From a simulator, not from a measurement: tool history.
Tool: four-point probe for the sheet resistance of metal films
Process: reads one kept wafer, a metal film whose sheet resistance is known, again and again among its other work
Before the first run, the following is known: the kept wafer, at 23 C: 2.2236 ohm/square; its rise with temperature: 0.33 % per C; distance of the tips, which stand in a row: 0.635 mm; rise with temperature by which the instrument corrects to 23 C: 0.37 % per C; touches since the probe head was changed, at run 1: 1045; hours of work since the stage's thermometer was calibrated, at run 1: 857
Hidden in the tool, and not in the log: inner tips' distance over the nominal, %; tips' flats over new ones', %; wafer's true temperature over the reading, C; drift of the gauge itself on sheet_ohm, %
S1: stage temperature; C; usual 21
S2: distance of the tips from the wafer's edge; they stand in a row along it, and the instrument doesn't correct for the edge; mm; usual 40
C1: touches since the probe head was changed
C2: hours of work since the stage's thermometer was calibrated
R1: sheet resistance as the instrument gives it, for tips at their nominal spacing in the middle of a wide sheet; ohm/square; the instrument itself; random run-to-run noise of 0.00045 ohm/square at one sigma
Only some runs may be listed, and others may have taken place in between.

| run | hour | S1 | S2 | C1 | C2 | R1 |
|---|---|---|---|---|---|---|
| 1 | 0 | 21 | 40 | 1045 | 857 | 2.225752 |
| 2 | 27.4 | 27 | 40 | 1827 | 871 | 2.220884 |
| 3 | 57 | 27 | 40 | 2672 | 887 | 2.220663 |
| 4 | 76 | 27 | 40 | 3213 | 896 | 2.220215 |
| 5 | 102.4 | 27 | 40 | 3967 | 910 | 2.220528 |
| 6 | 146 | 21 | 40 | 5210 | 933 | 2.225483 |
| 7 | 179.7 | 21 | 54 | 6173 | 951 | 2.225881 |
| 8 | 200.9 | 21 | 54 | 6778 | 962 | 2.225109 |
| 9 | 244.3 | 21 | 54 | 8015 | 984 | 2.225928 |
| 10 | 290.5 | 21 | 40 | 9332 | 1009 | 2.225935 |
| 11 | 320.7 | 21 | 40 | 10194 | 1024 | 2.225398 |
| 12 | 366.6 | 21 | 40 | 11505 | 1048 | 2.226448 |
| 13 | 387.8 | 21 | 5 | 12107 | 1059 | 2.243997 |
| 14 | 431.1 | 21 | 5 | 13345 | 1082 | 2.244272 |
| 15 | 477.6 | 21 | 5 | 14670 | 1106 | 2.244604 |
| 16 | 520 | 21 | 5 | 15880 | 1129 | 2.244394 |
| 17 | 548.3 | 21 | 40 | 16687 | 1143 | 2.22582 |
| 18 | 594.9 | 21 | 40 | 18016 | 1168 | 2.22568 |
| 19 | 629.8 | 21 | 25 | 19012 | 1186 | 2.226074 |
| 20 | 663.6 | 21 | 11 | 19976 | 1204 | 2.229244 |
| 21 | 710 | 32 | 40 | 21299 | 1228 | 2.216707 |
| 22 | 739.2 | 32 | 40 | 22132 | 1243 | 2.215825 |
| 23 | 768.2 | 19 | 13 | 22959 | 1258 | 2.229687 |
| 24 | 814.2 | 27 | 64 | 24273 | 1282 | 2.219865 |
| 25 | 851.9 | 25 | 56 | 25347 | 1302 | 2.220835 |
| 26 | 879.9 | 29 | 7 | 26146 | 1317 | 2.227812 |
| 27 | 902.6 | 24 | 43 | 26794 | 1329 | 2.222952 |
| 28 | 934.4 | 30 | 40 | 27700 | 1345 | 2.217989 |
| 29 | 963 | 24 | 4 | 28518 | 1360 | 2.251721 |
| 30 | 1004.4 | 25 | 4 | 29698 | 1382 | 2.252037 |
| 31 | 1040.6 | 25 | 4 | 30731 | 1401 | 2.251265 |
| 32 | 1072.5 | 26 | 4 | 31641 | 1417 | 2.250094 |
| 33 | 1113.4 | 26 | 4 | 32807 | 1439 | 2.250609 |
| 34 | 1157.7 | 26 | 22 | 34071 | 1462 | 2.222199 |
| 35 | 1201.6 | 26 | 22 | 35323 | 1485 | 2.222149 |
| 36 | 1229.7 | 21 | 21 | 36126 | 1500 | 2.226032 |
| 37 | 1253.5 | 20 | 22 | 36806 | 1512 | 2.226827 |
| 38 | 1297.3 | 21 | 16 | 38053 | 1535 | 2.22739 |
|  | 1328.9 | stage's thermometer calibrated |
| 39 | 1342.6 | 28 | 5 | 39333 | 7 | 2.237963 |
| 40 | 1374.5 | 25 | 41 | 40241 | 24 | 2.221287 |
| 41 | 1407.8 | 28 | 59 | 41191 | 41 | 2.218489 |
| 42 | 1447.7 | 33 | 40 | 42329 | 62 | 2.215288 |
| 43 | 1494.4 | 19 | 15 | 43662 | 86 | 2.22837 |
| 44 | 1535.2 | 19 | 15 | 44827 | 108 | 2.229138 |

What differs in the tool's unlogged condition from the final listed run ahead of each entry between runs to the first listed run following it?
In the gap between runs 38 and 39: stage's thermometer calibrated (hour 1328.9)
  inner tips' distance over the nominal, %: -0.015 -> -0.016; wafer's true temperature over the reading, C: 0.01 -> 0
